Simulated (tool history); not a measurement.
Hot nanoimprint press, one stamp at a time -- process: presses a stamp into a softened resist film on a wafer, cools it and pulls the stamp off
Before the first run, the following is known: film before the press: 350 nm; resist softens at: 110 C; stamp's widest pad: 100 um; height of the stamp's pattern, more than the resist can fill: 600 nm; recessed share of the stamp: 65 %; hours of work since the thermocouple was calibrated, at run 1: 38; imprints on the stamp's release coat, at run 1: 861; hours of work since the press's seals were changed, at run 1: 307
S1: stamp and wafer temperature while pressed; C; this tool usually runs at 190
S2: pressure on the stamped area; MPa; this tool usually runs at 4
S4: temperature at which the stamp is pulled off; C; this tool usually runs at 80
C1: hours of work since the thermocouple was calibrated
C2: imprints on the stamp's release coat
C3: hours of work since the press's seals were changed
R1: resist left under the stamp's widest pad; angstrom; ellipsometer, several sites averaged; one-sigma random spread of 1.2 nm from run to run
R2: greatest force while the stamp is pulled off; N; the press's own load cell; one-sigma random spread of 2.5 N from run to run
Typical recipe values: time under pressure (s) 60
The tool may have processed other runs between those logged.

run 1 day=0 | S1=190 S2=4 time_under_pressure_(s)=60 S4=80 | C1=38 C2=861 C3=307 | R1=1906 R2=183
run 2 day=0.817 | S1=190 S2=4 time_under_pressure_(s)=60 S4=80 | C1=47 C2=889 C3=316 | R1=1896 R2=181
run 3 day=1.275 | S1=190 S2=4 time_under_pressure_(s)=98 S4=80 | C1=52 C2=905 C3=321 | R1=1607 R2=182
run 4 day=1.779 | S1=190 S2=4 time_under_pressure_(s)=73 S4=80 | C1=58 C2=922 C3=326 | R1=1799 R2=183
run 5 day=2.3 | S1=190 S2=4 time_under_pressure_(s)=60 S4=86 | C1=64 C2=940 C3=332 | R1=1889 R2=154
-- day=2.854 stamp cleaned and given a new release coat
run 6 day=3.25 | S1=190 S2=4 time_under_pressure_(s)=60 S4=80 | C1=71 C2=14 C3=340 | R1=1923 R2=163
run 7 day=4.112 | S1=197 S2=4 time_under_pressure_(s)=60 S4=80 | C1=81 C2=43 C3=350 | R1=1579 R2=168
run 8 day=4.633 | S1=190 S2=4 time_under_pressure_(s)=60 S4=80 | C1=87 C2=61 C3=355 | R1=1915 R2=166
run 9 day=5.433 | S1=190 S2=4 time_under_pressure_(s)=60 S4=66 | C1=96 C2=89 C3=364 | R1=1907 R2=237
run 10 day=5.917 | S1=190 S2=4 time_under_pressure_(s)=60 S4=80 | C1=101 C2=105 C3=370 | R1=1929 R2=168
run 11 day=6.288 | S1=190 S2=4 time_under_pressure_(s)=60 S4=80 | C1=105 C2=118 C3=374 | R1=1933 R2=166
run 12 day=6.771 | S1=190 S2=4 time_under_pressure_(s)=60 S4=80 | C1=111 C2=134 C3=379 | R1=1948 R2=165
run 13 day=7.338 | S1=190 S2=4 time_under_pressure_(s)=60 S4=80 | C1=117 C2=154 C3=386 | R1=1951 R2=168
run 14 day=7.796 | S1=190 S2=4 time_under_pressure_(s)=60 S4=80 | C1=122 C2=169 C3=391 | R1=1937 R2=163
run 15 day=8.454 | S1=190 S2=4 time_under_pressure_(s)=60 S4=80 | C1=130 C2=192 C3=398 | R1=1936 R2=170
run 16 day=9.071 | S1=180 S2=3.64 time_under_pressure_(s)=74 S4=68 | C1=136 C2=213 C3=405 | R1=2489 R2=232
run 17 day=9.546 | S1=180 S2=3.64 time_under_pressure_(s)=74 S4=68 | C1=142 C2=229 C3=410 | R1=2450 R2=236
run 18 day=10.421 | S1=178 S2=2.64 time_under_pressure_(s)=31 S4=80 | C1=151 C2=259 C3=420 | R1=3172 R2=174
run 19 day=10.854 | S1=178 S2=3.5 time_under_pressure_(s)=89 S4=65 | C1=156 C2=274 C3=425 | R1=2530 R2=243
run 20 day=11.621 | S1=196 S2=2.97 time_under_pressure_(s)=60 S4=80 | C1=165 C2=300 C3=433 | R1=1882 R2=177
run 21 day=11.996 | S1=190 S2=3.6 time_under_pressure_(s)=60 S4=85 | C1=169 C2=313 C3=437 | R1=2048 R2=147
run 22 day=12.642 | S1=190 S2=3.6 time_under_pressure_(s)=60 S4=85 | C1=176 C2=335 C3=445 | R1=2029 R2=150
run 23 day=13.504 | S1=184 S2=4 time_under_pressure_(s)=60 S4=86 | C1=186 C2=365 C3=454 | R1=2281 R2=144
run 24 day=14.396 | S1=184 S2=4 time_under_pressure_(s)=60 S4=86 | C1=196 C2=395 C3=464 | R1=2279 R2=145
run 25 day=15.158 | S1=190 S2=4 time_under_pressure_(s)=52 S4=80 | C1=204 C2=421 C3=473 | R1=2050 R2=174
run 26 day=15.571 | S1=190 S2=2.9 time_under_pressure_(s)=52 S4=71 | C1=209 C2=435 C3=477 | R1=2318 R2=223
run 27 day=16.375 | S1=190 S2=2.9 time_under_pressure_(s)=52 S4=71 | C1=218 C2=463 C3=486 | R1=2309 R2=223
run 28 day=17.092 | S1=187 S2=3.32 time_under_pressure_(s)=55 S4=80 | C1=226 C2=487 C3=494 | R1=2341 R2=172
run 29 day=17.571 | S1=200 S2=2.99 time_under_pressure_(s)=105 S4=80 | C1=231 C2=504 C3=500 | R1=1439 R2=179

Branching from run 29: 3 alternative next runs. What would each branch give?
run A day=18.2 | S1=200 S2=6.1 time_under_pressure_(s)=32 S4=80 | C1=238 C2=525 C3=507 | R1=? R2=?
run B day=18.2 | S1=196 S2=2.99 time_under_pressure_(s)=105 S4=71 | C1=238 C2=525 C3=507 | R1=? R2=?
run C day=18.2 | S1=191 S2=2.99 time_under_pressure_(s)=40 S4=80 | C1=238 C2=525 C3=507 | R1=? R2=?

run=A R1=1501 R2=174
run=B R1=1573 R2=225
run=C R1=2398 R2=178
With no hidden state in the tool, these same runs would have given:
run=A R1=1430 R2=159
run=B R1=1513 R2=205
run=C R1=2328 R2=161

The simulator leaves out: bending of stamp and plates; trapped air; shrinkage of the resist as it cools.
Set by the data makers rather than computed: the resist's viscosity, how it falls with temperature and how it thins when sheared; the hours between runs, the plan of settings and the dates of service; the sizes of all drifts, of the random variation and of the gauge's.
